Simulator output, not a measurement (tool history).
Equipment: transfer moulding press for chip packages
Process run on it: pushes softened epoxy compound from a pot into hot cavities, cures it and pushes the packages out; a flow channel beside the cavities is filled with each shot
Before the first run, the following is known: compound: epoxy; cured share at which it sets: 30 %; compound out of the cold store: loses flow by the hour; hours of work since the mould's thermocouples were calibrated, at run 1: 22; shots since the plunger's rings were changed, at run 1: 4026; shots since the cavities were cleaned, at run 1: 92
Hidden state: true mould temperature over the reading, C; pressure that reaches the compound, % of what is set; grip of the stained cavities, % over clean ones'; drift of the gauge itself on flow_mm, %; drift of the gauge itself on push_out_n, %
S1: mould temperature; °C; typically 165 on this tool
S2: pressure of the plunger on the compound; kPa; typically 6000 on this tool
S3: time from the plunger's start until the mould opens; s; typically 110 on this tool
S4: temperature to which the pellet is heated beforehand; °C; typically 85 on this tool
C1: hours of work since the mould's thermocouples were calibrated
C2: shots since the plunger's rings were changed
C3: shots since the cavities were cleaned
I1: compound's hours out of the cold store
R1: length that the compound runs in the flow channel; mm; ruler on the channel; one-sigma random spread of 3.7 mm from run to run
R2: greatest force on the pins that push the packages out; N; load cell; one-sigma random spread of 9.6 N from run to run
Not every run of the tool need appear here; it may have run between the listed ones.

run,hour,S1,S2,S3,S4,C1,C2,C3,I1,R1,R2
1,0.0,165,6000,110,85,22,4026,92,15.9,794,519
2,17.0,165,6000,110,85,30,4149,215,14.0,800,558
3,40.0,165,6000,110,77,40,4315,381,29.2,755,607
# hour 62.5: cavities cleaned with cleaning compound and waxed
4,68.2,165,6000,110,77,52,4507,41,17.7,788,486
5,96.4,165,6000,110,80,64,4710,244,40.7,715,558
6,116.9,165,6000,110,80,73,4858,392,18.5,774,651
7,131.6,165,6000,110,80,79,4964,498,20.9,766,651
# hour 138.3: cavities cleaned with cleaning compound and waxed
8,158.9,165,6000,110,80,90,5150,148,39.3,710,530
# hour 171.8: plunger's sealing rings changed
9,186.3,165,6000,110,80,101,104,327,46.5,756,615
10,210.7,165,6000,110,80,112,280,503,39.9,773,629
# hour 215.7: cavities cleaned with cleaning compound and waxed
11,234.1,162,6000,110,85,121,438,133,27.0,826,559
12,255.7,165,6000,117,85,131,594,289,12.1,862,574
13,277.7,165,6000,117,85,140,753,448,9.2,868,609
# hour 290.3: cavities cleaned with cleaning compound and waxed
14,296.3,165,6000,110,85,148,876,43,25.9,809,479
15,317.7,165,6000,110,85,157,1030,197,43.7,762,537
16,331.2,165,4770,110,76,163,1127,294,32.0,702,604
17,344.3,167,6000,110,76,169,1222,389,17.5,834,598
18,360.6,165,6990,110,85,176,1340,507,19.1,892,659
# hour 366.1: cavities cleaned with cleaning compound and waxed
19,377.9,167,5530,110,83,183,1453,85,46.4,713,486
20,391.4,167,5530,110,83,189,1550,182,26.4,765,519
21,404.7,167,5530,110,83,194,1646,278,32.5,752,551
22,427.4,165,6270,110,85,204,1810,442,26.1,815,638
# hour 441.1: cavities cleaned with cleaning compound and waxed
23,454.4,165,6270,110,85,215,1993,95,31.9,795,537
24,466.8,160,6530,110,85,221,2083,185,36.6,802,673
25,480.7,168,5190,110,85,227,2184,286,42.0,696,564
26,492.6,168,5190,110,85,232,2269,371,41.3,689,575
27,505.4,168,5920,110,85,238,2361,463,16.3,805,638

4 options for the next run, each taken on its own from the tool as it stands now. Forecast them:
# hour 516.1: cavities cleaned with cleaning compound and waxed
A,520.0,158,6000,122,77,243,2456,28,8.3,?,?
# hour 516.1: cavities cleaned with cleaning compound and waxed
B,520.0,168,6950,132,85,243,2456,28,32.9,?,?
# hour 516.1: cavities cleaned with cleaning compound and waxed
C,520.0,166,6000,120,85,243,2456,28,19.9,?,?
# hour 516.1: cavities cleaned with cleaning compound and waxed
D,520.0,165,4730,113,85,243,2456,28,21.7,?,?

run,R1,R2
A,853,540
B,817,435
C,806,463
D,708,461
Stripped of hidden state, with their random variation kept, the same runs would have yielded:
run,R1,R2
A,892,492
B,855,405
C,844,429
D,741,426

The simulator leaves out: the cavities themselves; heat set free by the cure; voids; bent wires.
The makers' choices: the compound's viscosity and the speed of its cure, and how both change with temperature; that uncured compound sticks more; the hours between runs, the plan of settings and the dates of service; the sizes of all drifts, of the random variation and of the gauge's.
